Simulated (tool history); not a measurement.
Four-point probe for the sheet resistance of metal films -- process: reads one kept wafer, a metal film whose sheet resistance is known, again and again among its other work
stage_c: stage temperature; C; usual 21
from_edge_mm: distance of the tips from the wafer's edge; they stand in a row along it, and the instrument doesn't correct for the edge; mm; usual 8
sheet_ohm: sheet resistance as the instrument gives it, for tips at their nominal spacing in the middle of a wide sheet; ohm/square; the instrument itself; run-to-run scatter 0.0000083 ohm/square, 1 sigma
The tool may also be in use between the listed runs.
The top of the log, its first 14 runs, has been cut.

run	hour	stage_c	from_edge_mm	touches since the probe head was changed	hours of work since the stage's thermometer was calibrated	sheet_ohm
15	425	25	8	10206	1333	0.041664
16	461.9	21	29	10978	1355	0.041441
17	490.3	21	29	11571	1372	0.041436
18	513.3	22	72	12051	1386	0.041453
# hour 516.9: stage's thermometer calibrated
19	535.7	21	8	12508	11	0.041559
20	560.6	21	13	13028	26	0.041482
21	587.2	24	8	13583	42	0.041638
22	621.2	24	8	14293	62	0.041627
23	642.3	31	19	14734	75	0.041688
24	658.5	21	62	15072	85	0.041433
25	685.9	33	16	15643	101	0.041742
26	714.7	33	16	16246	118	0.041745
# hour 724.4: stage's thermometer calibrated, once more
27	745.2	23	12	16872	12	0.041511
28	778.4	25	59	17565	32	0.041499
29	795.7	24	59	17926	43	0.041453
30	820.9	22	6	18452	58	0.041668
31	853.2	26	5	19127	77	0.041873
32	880	34	8	19687	93	0.041835
33	914.9	34	43	20416	114	0.041691
34	947.3	34	43	21093	133	0.041704

5 ways to go on from here, each from the tool as it stands after run 34. What would each give?
A	984	34	21	21858	155	?
B	984	31	8	21858	155	?
C	984	20	14	21858	155	?
D	984	25	8	21858	155	?
E	984	34	8	21858	155	?

run	sheet_ohm
A	0.041722
B	0.041778
C	0.041402
D	0.041632
E	0.041838
Had the tool no hidden state, the same runs would have come out as:
run	sheet_ohm
A	0.041787
B	0.041843
C	0.041466
D	0.041696
E	0.041902

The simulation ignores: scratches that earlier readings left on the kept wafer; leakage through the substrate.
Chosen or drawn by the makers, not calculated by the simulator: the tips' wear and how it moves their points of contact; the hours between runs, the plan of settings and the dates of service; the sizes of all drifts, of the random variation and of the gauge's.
